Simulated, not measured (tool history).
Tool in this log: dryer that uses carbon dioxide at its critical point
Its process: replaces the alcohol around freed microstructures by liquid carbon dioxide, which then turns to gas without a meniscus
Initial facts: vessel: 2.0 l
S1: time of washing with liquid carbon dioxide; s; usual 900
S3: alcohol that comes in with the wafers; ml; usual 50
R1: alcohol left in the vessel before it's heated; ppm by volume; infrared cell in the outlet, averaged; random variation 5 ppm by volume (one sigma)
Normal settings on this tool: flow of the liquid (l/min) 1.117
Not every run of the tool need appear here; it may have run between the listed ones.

Run 1, hour 0.0: usual settings. Result: R1 52 ppm by volume.
Run 2, hour 19.0: usual settings. Result: R1 59 ppm by volume.
Run 3, hour 30.7: usual settings. Result: R1 56 ppm by volume.
Run 4, hour 42.8: usual settings. Result: R1 61 ppm by volume.
Run 5, hour 63.2: usual settings. Result: R1 57 ppm by volume.
Run 6, hour 82.9: usual settings. Result: R1 59 ppm by volume.
Run 7, hour 105.4: usual settings. Result: R1 71 ppm by volume.
At hour 114.5: inlet filter changed.
Run 8, hour 125.5: usual settings but S1 1080 s. Result: R1 35 ppm by volume.
Run 9, hour 144.4: usual settings but S1 1080 s. Result: R1 35 ppm by volume.
Run 10, hour 167.0: usual settings but S3 53 ml. Result: R1 56 ppm by volume.
Run 11, hour 180.0: usual settings but flow of the liquid (l/min) 1.040, S3 53 ml. Result: R1 72 ppm by volume.
Run 12, hour 197.3: usual settings but flow of the liquid (l/min) 1.040, S3 53 ml. Result: R1 79 ppm by volume.
Run 13, hour 222.1: usual settings but flow of the liquid (l/min) 1.040, S3 53 ml. Result: R1 77 ppm by volume.
Run 14, hour 234.2: usual settings but flow of the liquid (l/min) 1.040, S3 53 ml. Result: R1 81 ppm by volume.
Run 15, hour 253.2: usual settings. Result: R1 77 ppm by volume.
Run 16, hour 273.1: usual settings but flow of the liquid (l/min) 1.870, S3 26 ml. Result: R1 56 ppm by volume.
Run 17, hour 289.1: usual settings but S1 600 s, flow of the liquid (l/min) 0.960, S3 23 ml. Result: R1 272 ppm by volume.
Run 18, hour 300.6: usual settings but S1 840 s, flow of the liquid (l/min) 0.960, S3 44 ml. Result: R1 144 ppm by volume.
Run 19, hour 322.3: usual settings but S1 960 s, S3 30 ml. Result: R1 72 ppm by volume.
Run 20, hour 334.0: usual settings but S1 960 s, S3 30 ml. Result: R1 76 ppm by volume.
Run 21, hour 353.7: usual settings but S1 960 s, S3 30 ml. Result: R1 57 ppm by volume.
Run 22, hour 373.4: usual settings but S1 720 s, flow of the liquid (l/min) 1.500, S3 30 ml. Result: R1 82 ppm by volume.
Run 23, hour 389.6: usual settings but S1 1380 s, S3 39 ml. Result: R1 71 ppm by volume.
Run 24, hour 406.5: usual settings but S1 1380 s, S3 39 ml. Result: R1 81 ppm by volume.
Run 25, hour 431.8: usual settings but S1 1380 s, S3 39 ml. Result: R1 80 ppm by volume.
Run 26, hour 449.5: usual settings but S1 1380 s, S3 39 ml. Result: R1 75 ppm by volume.
Run 27, hour 463.4: usual settings but S1 660 s. Result: R1 285 ppm by volume.
Run 28, hour 483.5: usual settings but S1 540 s, flow of the liquid (l/min) 1.080, S3 73 ml. Result: R1 893 ppm by volume.
Run 29, hour 505.2: usual settings but S1 540 s, flow of the liquid (l/min) 1.080, S3 73 ml. Result: R1 908 ppm by volume.

3 options for the next run, each taken on its own from the tool as it stands now. Forecast them:
Run A, hour 530.2: usual settings but S1 660 s, flow of the liquid (l/min) 1.550, S3 62 ml. Result: R1 ?.
Run B, hour 530.2: usual settings but S1 1140 s, flow of the liquid (l/min) 1.100, S3 43 ml. Result: R1 ?.
Run C, hour 530.2: usual settings but S1 1200 s, flow of the liquid (l/min) 1.150, S3 28 ml. Result: R1 ?.

run   R1
  A  136
  B   94
  C   93
Stripped of hidden state, with their random variation kept, the same runs would have yielded:
run  R1
  A  19
  B   3
  C   6

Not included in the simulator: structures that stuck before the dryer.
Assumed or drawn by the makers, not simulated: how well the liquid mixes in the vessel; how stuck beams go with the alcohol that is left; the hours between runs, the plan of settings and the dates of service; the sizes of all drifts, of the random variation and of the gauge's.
